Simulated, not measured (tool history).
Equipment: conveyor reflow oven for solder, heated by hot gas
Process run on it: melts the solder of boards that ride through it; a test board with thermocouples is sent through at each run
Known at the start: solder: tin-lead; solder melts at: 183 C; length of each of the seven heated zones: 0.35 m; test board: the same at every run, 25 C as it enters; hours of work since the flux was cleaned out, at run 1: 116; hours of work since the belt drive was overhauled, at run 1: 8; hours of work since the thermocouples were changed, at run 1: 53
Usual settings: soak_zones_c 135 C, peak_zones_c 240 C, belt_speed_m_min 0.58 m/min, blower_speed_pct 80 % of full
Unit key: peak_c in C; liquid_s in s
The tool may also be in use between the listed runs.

run   hour  soak_zones_c  peak_zones_c  belt_speed_m_min  blower_speed_pct  hours of work since the flux was cleaned out  hours of work since the belt drive was overhauled  hours of work since the thermocouples were changed  peak_c  liquid_s
  1      0           135           240              0.58                80                                           116                                                  8                                                  53   219.9      54.6
  2   34.5           135           240              0.58                80                                           140                                                 32                                                  77   219.2      54.4
  3   56.1           137           240              0.58                80                                           155                                                 47                                                  92   219.2      55.1
  4   89.2           137           240              0.58                80                                           179                                                 71                                                 116   219.6      54.9
  5  107.5           137           240              0.58                80                                           191                                                 84                                                 129   219.2      54.6
  6  128.3           137           240              0.58                80                                           206                                                 98                                                 143   218.8      54.5
  7  160.5           137           240              0.58                80                                           229                                                121                                                 166   218.8      54.4
  8  198.4           137           240              0.58                80                                           256                                                148                                                 193     218      54.4
  9  218.3           135           240              0.58                80                                           270                                                162                                                 207   217.4      52.9
 10  246.7           135           240              0.58                80                                           290                                                182                                                 227   217.3      52.3
     256.7  -- flux residue cleaned out of gas plates and filters
 11    276           135           240              0.58                80                                            14                                                199                                                 244   220.4      55.2
 12  296.7           135           240              0.58                80                                            28                                                214                                                 259   220.6      55.3
 13  333.7           135           240              0.58                80                                            54                                                240                                                 285   219.4      55.3
 14    353           135           240              0.58                80                                            68                                                253                                                 298   219.8      55.1
 15  389.5           135           240              0.58                80                                            94                                                279                                                 324   219.6      54.4
 16  404.9           135           240              0.58                80                                           105                                                290                                                 335   219.6      54.6
 17  441.8           145           240              0.58                52                                           131                                                316                                                 361   211.1      48.5
 18  458.2           145           240              0.58                52                                           142                                                328                                                 373   210.4      48.8
 19  480.4           145           248              0.58                52                                           158                                                343                                                 388   216.8      53.9
     486.6  -- belt drive overhauled, speed set with a stopwatch
 20  512.2           145           248              0.58                52                                           177                                                 18                                                 408   215.7      53.9
 21  546.6           135           240             0.481                51                                           202                                                 42                                                 432   214.5        61
 22    563           135           240             0.481                61                                           213                                                 54                                                 444   218.2      65.1
 23  587.8           135           240             0.481                61                                           231                                                 71                                                 461   217.7      65.4
 24  606.9           130           240             0.504                61                                           244                                                 85                                                 475   215.1      57.8
 25  624.7           130           240             0.504                61                                           257                                                 97                                                 487     215      56.9
     651.7  -- belt drive overhauled, speed set with a stopwatch, once more
 26  660.1           135           233              0.58                80                                           279                                                  6                                                 509   211.5      47.9
     685.7  -- flux residue cleaned out of gas plates and filters
 27  685.7           135           233              0.58                80                                             0                                                 20                                                 524   214.5        51
 28  717.8           135           233              0.58                80                                            23                                                 43                                                 546   213.7      50.3
 29  736.7           135           233              0.58                80                                            36                                                 56                                                 560   213.4        50
 30  773.8           140           233             0.616                59                                            62                                                 83                                                 586   204.2      38.6

For some of the steps in peak_c from one run to the next: how much would appear even if the tool had no hidden state, given the settings, what came in and random variation, and how much remains for the hidden state plus any gauge scatter that the measured result and the result without hidden state don't share?
What the log doesn't record here: heat that the gas passes to the board, % of a clean oven's; belt's true speed, % of the reading; true gas temperature in zones 6 and 7 over the reading, C; drift of the gauge itself on peak_c, C; drift of the gauge itself on liquid_s, %.
Run 10 -> 11: flux residue cleaned out of gas plates and filters. peak_c +3.1 C: hidden state +2.8, all else +0.3.
Run 16 -> 17: soak_zones_c 135 -> 145, blower_speed_pct 80 -> 52. peak_c -8.5 C: hidden state +0.2, all else -8.7.
Run 18 -> 19: peak_zones_c 240 -> 248. peak_c +6.4 C: hidden state -0.2, all else +6.6.
Run 25 -> 26: soak_zones_c 130 -> 135, peak_zones_c 240 -> 233, belt_speed_m_min 0.504 -> 0.58, blower_speed_pct 61 -> 80, belt drive overhauled, speed set with a stopwatch, once more. peak_c -3.5 C: hidden state -1, all else -2.5.
Run 26 -> 27: flux residue cleaned out of gas plates and filters. peak_c +3 C: hidden state +2.9, all else +0.1.
Run 29 -> 30: soak_zones_c 135 -> 140, belt_speed_m_min 0.58 -> 0.616, blower_speed_pct 80 -> 59. peak_c -9.2 C: hidden state -0.1, all else -9.1.
